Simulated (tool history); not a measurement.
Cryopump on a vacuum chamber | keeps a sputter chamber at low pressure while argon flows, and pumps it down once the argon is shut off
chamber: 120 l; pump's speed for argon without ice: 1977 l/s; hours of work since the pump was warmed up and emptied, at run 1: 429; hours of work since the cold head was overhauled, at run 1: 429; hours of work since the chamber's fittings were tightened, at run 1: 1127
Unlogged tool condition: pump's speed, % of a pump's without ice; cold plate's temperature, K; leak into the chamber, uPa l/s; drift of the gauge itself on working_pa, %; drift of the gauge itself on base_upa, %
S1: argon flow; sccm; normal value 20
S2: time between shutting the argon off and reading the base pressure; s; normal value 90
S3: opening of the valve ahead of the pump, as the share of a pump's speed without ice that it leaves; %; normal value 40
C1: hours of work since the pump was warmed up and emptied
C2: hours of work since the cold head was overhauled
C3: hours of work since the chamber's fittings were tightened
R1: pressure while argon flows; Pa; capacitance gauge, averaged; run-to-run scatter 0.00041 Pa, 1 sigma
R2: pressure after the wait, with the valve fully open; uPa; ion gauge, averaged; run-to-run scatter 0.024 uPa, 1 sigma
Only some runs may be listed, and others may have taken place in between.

Run 1, day 0.000: usual settings; C1 429; C2 429; C3 1127. Result: R1 0.0442 Pa, R2 1.79 uPa.
Run 2, day 2.162: usual settings; C1 450; C2 450; C3 1148. Result: R1 0.0450 Pa, R2 1.85 uPa.
Run 3, day 5.404: usual settings; C1 481; C2 481; C3 1179. Result: R1 0.0452 Pa, R2 1.87 uPa.
Run 4, day 8.733: usual settings; C1 513; C2 513; C3 1211. Result: R1 0.0447 Pa, R2 1.92 uPa.
Run 5, day 11.546: usual settings but S1 34 sccm; C1 540; C2 540; C3 1238. Result: R1 0.0775 Pa, R2 1.96 uPa.
Run 6, day 13.504: usual settings but S1 34 sccm; C1 559; C2 559; C3 1257. Result: R1 0.0773 Pa, R2 2.03 uPa.
Run 7, day 15.604: usual settings but S1 34 sccm; C1 579; C2 579; C3 1277. Result: R1 0.0786 Pa, R2 2.02 uPa.
At day 17.796: pump warmed up, emptied and cooled again.
Run 8, day 19.096: usual settings but S1 34 sccm; C1 13; C2 610; C3 1308. Result: R1 0.0724 Pa, R2 1.82 uPa.
Run 9, day 22.258: usual settings but S1 34 sccm; C1 43; C2 641; C3 1339. Result: R1 0.0733 Pa, R2 1.86 uPa.
Run 10, day 25.383: usual settings but S1 26 sccm; C1 73; C2 671; C3 1369. Result: R1 0.0559 Pa, R2 1.97 uPa.
Run 11, day 29.008: usual settings but S1 26 sccm, S3 52 %; C1 108; C2 706; C3 1404. Result: R1 0.0440 Pa, R2 2.01 uPa.
Run 12, day 30.975: usual settings but S1 26 sccm, S3 52 %; C1 127; C2 725; C3 1423. Result: R1 0.0436 Pa, R2 1.95 uPa.
Run 13, day 32.483: usual settings but S1 26 sccm, S3 52 %; C1 141; C2 739; C3 1437. Result: R1 0.0434 Pa, R2 1.95 uPa.
Run 14, day 35.329: usual settings but S1 21 sccm; C1 169; C2 767; C3 1465. Result: R1 0.0454 Pa, R2 2.02 uPa.
Run 15, day 37.812: usual settings but S2 38 s, S3 59 %; C1 192; C2 790; C3 1488. Result: R1 0.0301 Pa, R2 3.21 uPa.
Run 16, day 39.675: usual settings but S1 9 sccm, S2 38 s, S3 59 %; C1 210; C2 808; C3 1506. Result: R1 0.0133 Pa, R2 3.17 uPa.
Run 17, day 41.538: usual settings but S1 36 sccm, S2 55 s, S3 41 %; C1 228; C2 826; C3 1524. Result: R1 0.0759 Pa, R2 2.60 uPa.
Run 18, day 43.217: usual settings but S1 36 sccm, S2 216 s, S3 28 %; C1 244; C2 842; C3 1540. Result: R1 0.1123 Pa, R2 1.68 uPa.
Run 19, day 44.792: usual settings but S1 9 sccm, S2 40 s, S3 29 %; C1 260; C2 858; C3 1556. Result: R1 0.0273 Pa, R2 3.03 uPa.
Run 20, day 47.925: usual settings but S1 9 sccm, S2 40 s, S3 29 %; C1 290; C2 888; C3 1586. Result: R1 0.0277 Pa, R2 3.03 uPa.
Run 21, day 50.375: usual settings but S1 11 sccm, S2 40 s, S3 26 %; C1 313; C2 911; C3 1609. Result: R1 0.0371 Pa, R2 3.10 uPa.
Run 22, day 53.808: usual settings but S1 29 sccm, S3 58 %; C1 346; C2 944; C3 1642. Result: R1 0.0454 Pa, R2 2.19 uPa.
Run 23, day 57.129: usual settings but S2 20 s, S3 25 %; C1 378; C2 976; C3 1674. Result: R1 0.0708 Pa, R2 4.85 uPa.
Run 24, day 60.717: usual settings but S2 20 s, S3 25 %; C1 413; C2 1011; C3 1709. Result: R1 0.0703 Pa, R2 5.15 uPa.
Run 25, day 63.667: usual settings but S1 18 sccm, S3 17 %; C1 441; C2 1039; C3 1737. Result: R1 0.0928 Pa, R2 2.35 uPa.

Branching from run 25: 5 alternative next runs. What would each branch give?
Run A, day 65.592: usual settings but S1 23 sccm, S3 38 %; C1 460; C2 1058; C3 1756. Result: R1 ?, R2 ?.
Run B, day 65.592: usual settings but S1 15 sccm, S2 284 s, S3 19 %; C1 460; C2 1058; C3 1756. Result: R1 ?, R2 ?.
Run C, day 65.592: usual settings but S1 9 sccm, S2 71 s, S3 54 %; C1 460; C2 1058; C3 1756. Result: R1 ?, R2 ?.
Run D, day 65.592: usual settings but S2 192 s, S3 19 %; C1 460; C2 1058; C3 1756. Result: R1 ?, R2 ?.
Run E, day 65.592: usual settings but S1 18 sccm, S3 26 %; C1 460; C2 1058; C3 1756. Result: R1 ?, R2 ?.

run      R1    R2
  A  0.0546  2.38
  B  0.0696  1.80
  C  0.0151  2.58
  D  0.0919  1.91
  E  0.0613  2.43
Had the tool no hidden state, the same runs would have come out as:
run      R1    R2
  A  0.0518  0.93
  B  0.0677  0.38
  C  0.0140  1.14
  D  0.0895  0.49
  E  0.0590  0.97

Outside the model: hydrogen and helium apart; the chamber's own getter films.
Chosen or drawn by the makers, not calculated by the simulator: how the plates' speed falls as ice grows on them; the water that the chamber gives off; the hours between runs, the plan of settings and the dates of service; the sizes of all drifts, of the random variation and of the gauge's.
